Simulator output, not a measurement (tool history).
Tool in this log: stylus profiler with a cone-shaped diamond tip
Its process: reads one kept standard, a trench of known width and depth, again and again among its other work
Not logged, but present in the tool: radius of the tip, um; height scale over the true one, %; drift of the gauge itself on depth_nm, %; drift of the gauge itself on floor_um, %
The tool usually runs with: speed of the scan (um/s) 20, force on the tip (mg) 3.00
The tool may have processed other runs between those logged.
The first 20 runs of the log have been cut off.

run    hour  speed of the scan (um/s)  force on the tip (mg)  scans with this tip  hours of work since the height scale was calibrated  depth of the trench (nm)  width of the trench's floor (nm)
 21  1208.5                        76                   5.74                 5520                                                 1154                   1019.27                             44840
 22  1286.3                        23                   4.07                 5702                                                 1192                   1016.45                             44970
 23  1350.3                        23                   4.07                 5851                                                 1223                   1016.08                             44930
 24  1399.1                        13                   1.53                 5965                                                 1247                   1009.92                             44970
 25  1478.5                        13                   1.53                 6151                                                 1286                   1009.88                             44870
 26  1537.7                        68                   5.53                 6289                                                 1315                   1019.32                             44770
 27  1600.6                        19                   4.39                 6437                                                 1346                   1017.22                             44840
 28  1641.5                        19                   8.41                 6532                                                 1366                   1024.77                             44880
 29  1728.0                        27                   7.07                 6734                                                 1408                   1022.77                             44780
 30  1804.5                        32                   7.24                 6913                                                 1445                   1022.82                             44780
 31  1854.7                        77                   8.21                 7031                                                 1470                   1024.60                             44620
 32  1923.5                         8                   2.07                 7192                                                 1504                   1011.81                             44780
 33  1985.1                        11                   1.56                 7335                                                 1534                   1010.68                             44710
 34  2046.5                        54                   2.00                 7479                                                 1564                   1011.85                             44520
 35  2111.3                        54                   1.62                 7631                                                 1595                   1010.78                             44450

3 options for the next run, each taken on its own from the tool as it stands now. Forecast them:
  A  2157.4                        23                   6.07                 7738                                                 1618                         ?                                 ?
  B  2157.4                        20                   2.72                 7738                                                 1618                         ?                                 ?
  C  2157.4                        32                   3.11                 7738                                                 1618                         ?                                 ?

run  depth of the trench (nm)  width of the trench's floor (nm)
  A                   1020.87                             44660
  B                   1014.03                             44600
  C                   1015.09                             44580
Had the tool no hidden state, the same runs would have come out as:
run  depth of the trench (nm)  width of the trench's floor (nm)
  A                   1017.02                             45930
  B                   1010.21                             45870
  C                   1011.26                             45850

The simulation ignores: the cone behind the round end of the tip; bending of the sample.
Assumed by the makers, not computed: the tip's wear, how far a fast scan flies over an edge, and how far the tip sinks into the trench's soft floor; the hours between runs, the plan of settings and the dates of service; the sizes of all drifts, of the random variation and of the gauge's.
